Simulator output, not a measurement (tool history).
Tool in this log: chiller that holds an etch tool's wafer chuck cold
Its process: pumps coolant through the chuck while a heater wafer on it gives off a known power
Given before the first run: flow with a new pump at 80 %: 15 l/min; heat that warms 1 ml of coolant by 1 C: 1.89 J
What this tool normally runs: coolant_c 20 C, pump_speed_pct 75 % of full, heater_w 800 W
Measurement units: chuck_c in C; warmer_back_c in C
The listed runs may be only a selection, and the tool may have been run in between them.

{"run": 1, "hour": 0.0, "coolant_c": 20, "pump_speed_pct": 75, "heater_w": 800, "chuck_c": 25.47, "warmer_back_c": 1.77}
{"run": 2, "hour": 60.7, "coolant_c": 20, "pump_speed_pct": 75, "heater_w": 800, "chuck_c": 25.54, "warmer_back_c": 1.79}
{"run": 3, "hour": 164.1, "coolant_c": 17, "pump_speed_pct": 75, "heater_w": 800, "chuck_c": 22.49, "warmer_back_c": 1.82}
{"run": 4, "hour": 219.0, "coolant_c": 17, "pump_speed_pct": 75, "heater_w": 800, "chuck_c": 22.42, "warmer_back_c": 1.81}
{"run": 5, "hour": 334.9, "coolant_c": 17, "pump_speed_pct": 75, "heater_w": 800, "chuck_c": 22.47, "warmer_back_c": 1.79}
{"run": 6, "hour": 447.5, "coolant_c": 20, "pump_speed_pct": 75, "heater_w": 800, "chuck_c": 25.5, "warmer_back_c": 1.81}
{"run": 7, "hour": 505.7, "coolant_c": 13, "pump_speed_pct": 75, "heater_w": 800, "chuck_c": 18.43, "warmer_back_c": 1.79}
{"run": 8, "hour": 592.7, "coolant_c": 13, "pump_speed_pct": 75, "heater_w": 800, "chuck_c": 18.38, "warmer_back_c": 1.81}
{"run": 9, "hour": 664.4, "coolant_c": 13, "pump_speed_pct": 75, "heater_w": 800, "chuck_c": 18.56, "warmer_back_c": 1.81}
{"run": 10, "hour": 722.5, "coolant_c": 13, "pump_speed_pct": 75, "heater_w": 800, "chuck_c": 18.5, "warmer_back_c": 1.8}
{"run": 11, "hour": 837.1, "coolant_c": 13, "pump_speed_pct": 64, "heater_w": 812, "chuck_c": 19.15, "warmer_back_c": 2.11}
{"hour": 922.7, "done": "coolant changed, channels flushed"}
{"run": 12, "hour": 963.1, "coolant_c": 20, "pump_speed_pct": 68, "heater_w": 686, "chuck_c": 25.0, "warmer_back_c": 1.71}
{"run": 13, "hour": 1042.9, "coolant_c": 20, "pump_speed_pct": 75, "heater_w": 899, "chuck_c": 26.03, "warmer_back_c": 2.03}
{"run": 14, "hour": 1112.9, "coolant_c": 20, "pump_speed_pct": 75, "heater_w": 899, "chuck_c": 26.0, "warmer_back_c": 2.04}
{"run": 15, "hour": 1204.7, "coolant_c": 20, "pump_speed_pct": 75, "heater_w": 899, "chuck_c": 26.17, "warmer_back_c": 2.02}
{"run": 16, "hour": 1273.6, "coolant_c": 20, "pump_speed_pct": 75, "heater_w": 899, "chuck_c": 26.13, "warmer_back_c": 2.04}
{"run": 17, "hour": 1365.8, "coolant_c": 20, "pump_speed_pct": 75, "heater_w": 816, "chuck_c": 25.53, "warmer_back_c": 1.84}
{"run": 18, "hour": 1483.7, "coolant_c": 19, "pump_speed_pct": 65, "heater_w": 411, "chuck_c": 22.09, "warmer_back_c": 1.09}

Forecast each of these 3 alternatives for the next run:
{"run": "A", "hour": 1550.1, "coolant_c": 19, "pump_speed_pct": 65, "heater_w": 485, "chuck_c": "?", "warmer_back_c": "?"}
{"run": "B", "hour": 1550.1, "coolant_c": 12, "pump_speed_pct": 62, "heater_w": 411, "chuck_c": "?", "warmer_back_c": "?"}
{"run": "C", "hour": 1550.1, "coolant_c": 20, "pump_speed_pct": 75, "heater_w": 805, "chuck_c": "?", "warmer_back_c": "?"}

run=A chuck_c=22.85 warmer_back_c=1.22
run=B chuck_c=15.24 warmer_back_c=1.10
run=C chuck_c=25.61 warmer_back_c=1.79
With no hidden state in the tool, these same runs would have given:
run=A chuck_c=22.85 warmer_back_c=1.22
run=B chuck_c=15.24 warmer_back_c=1.09
run=C chuck_c=25.60 warmer_back_c=1.79
